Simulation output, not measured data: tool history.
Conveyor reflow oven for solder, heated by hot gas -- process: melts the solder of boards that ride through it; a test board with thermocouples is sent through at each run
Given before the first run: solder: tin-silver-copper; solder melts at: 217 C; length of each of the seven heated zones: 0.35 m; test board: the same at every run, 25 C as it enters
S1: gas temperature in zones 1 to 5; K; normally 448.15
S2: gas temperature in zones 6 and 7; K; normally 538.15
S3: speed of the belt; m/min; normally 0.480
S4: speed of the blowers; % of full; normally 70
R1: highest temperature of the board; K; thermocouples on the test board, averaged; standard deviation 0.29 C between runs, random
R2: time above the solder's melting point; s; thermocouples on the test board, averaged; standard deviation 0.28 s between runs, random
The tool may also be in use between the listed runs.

| run | hour | S1 | S2 | S3 | S4 | R1 | R2 |
|---|---|---|---|---|---|---|---|
| 1 | 0.0 | 448.15 | 538.15 | 0.480 | 70 | 525.75 | 68.5 |
| 2 | 27.4 | 453.15 | 538.15 | 0.480 | 70 | 526.55 | 71.1 |
| 3 | 64.3 | 440.15 | 538.15 | 0.480 | 70 | 524.65 | 64.3 |
| 4 | 97.4 | 448.15 | 538.15 | 0.480 | 70 | 525.25 | 67.7 |
| 5 | 142.3 | 441.15 | 538.15 | 0.480 | 70 | 524.75 | 64.1 |
| 6 | 169.4 | 441.15 | 538.15 | 0.480 | 70 | 524.55 | 63.8 |
| 7 | 196.5 | 448.15 | 538.15 | 0.480 | 70 | 525.15 | 67.4 |
| 8 | 224.0 | 448.15 | 538.15 | 0.480 | 70 | 525.05 | 67.5 |
| 9 | 253.5 | 451.15 | 538.15 | 0.480 | 70 | 525.35 | 68.8 |
| 10 | 290.2 | 451.15 | 538.15 | 0.480 | 70 | 525.35 | 68.4 |
| 11 | 326.4 | 438.15 | 538.15 | 0.509 | 70 | 521.25 | 55.9 |
|  | 335.4 | flux residue cleaned out of gas plates and filters |
| 12 | 368.3 | 446.15 | 538.15 | 0.549 | 70 | 518.75 | 51.7 |
|  | 405.6 | flux residue cleaned out of gas plates and filters, once more |
| 13 | 406.6 | 456.15 | 538.15 | 0.382 | 70 | 530.45 | 96.6 |
| 14 | 450.9 | 437.15 | 550.15 | 0.428 | 59 | 536.45 | 80.3 |
| 15 | 480.4 | 437.15 | 550.15 | 0.475 | 59 | 532.75 | 69.8 |
| 16 | 515.6 | 442.15 | 546.15 | 0.475 | 63 | 531.05 | 70.2 |
| 17 | 537.2 | 448.15 | 538.15 | 0.480 | 62 | 523.75 | 66.6 |
| 18 | 557.8 | 448.15 | 538.15 | 0.480 | 62 | 523.85 | 65.9 |
| 19 | 585.7 | 440.15 | 543.15 | 0.384 | 79 | 534.35 | 92.2 |

Below are 5 alternative next runs, each starting from the tool's condition after run 19. Predict each:
| A | 605.6 | 448.15 | 529.15 | 0.480 | 70 | ? | ? |
| B | 605.6 | 448.15 | 535.15 | 0.462 | 67 | ? | ? |
| C | 605.6 | 440.15 | 544.15 | 0.384 | 79 | ? | ? |
| D | 605.6 | 448.15 | 544.15 | 0.422 | 78 | ? | ? |
| E | 605.6 | 448.15 | 534.15 | 0.503 | 79 | ? | ? |

| run | R1 | R2 |
|---|---|---|
| A | 516.65 | 61.3 |
| B | 522.35 | 68.7 |
| C | 535.75 | 92.5 |
| D | 534.75 | 85.9 |
| E | 521.05 | 62.2 |
With no hidden state in the tool, these same runs would have given:
| run | R1 | R2 |
|---|---|---|
| A | 519.95 | 64.1 |
| B | 525.55 | 71.0 |
| C | 539.15 | 94.0 |
| D | 538.05 | 87.3 |
| E | 524.35 | 64.5 |
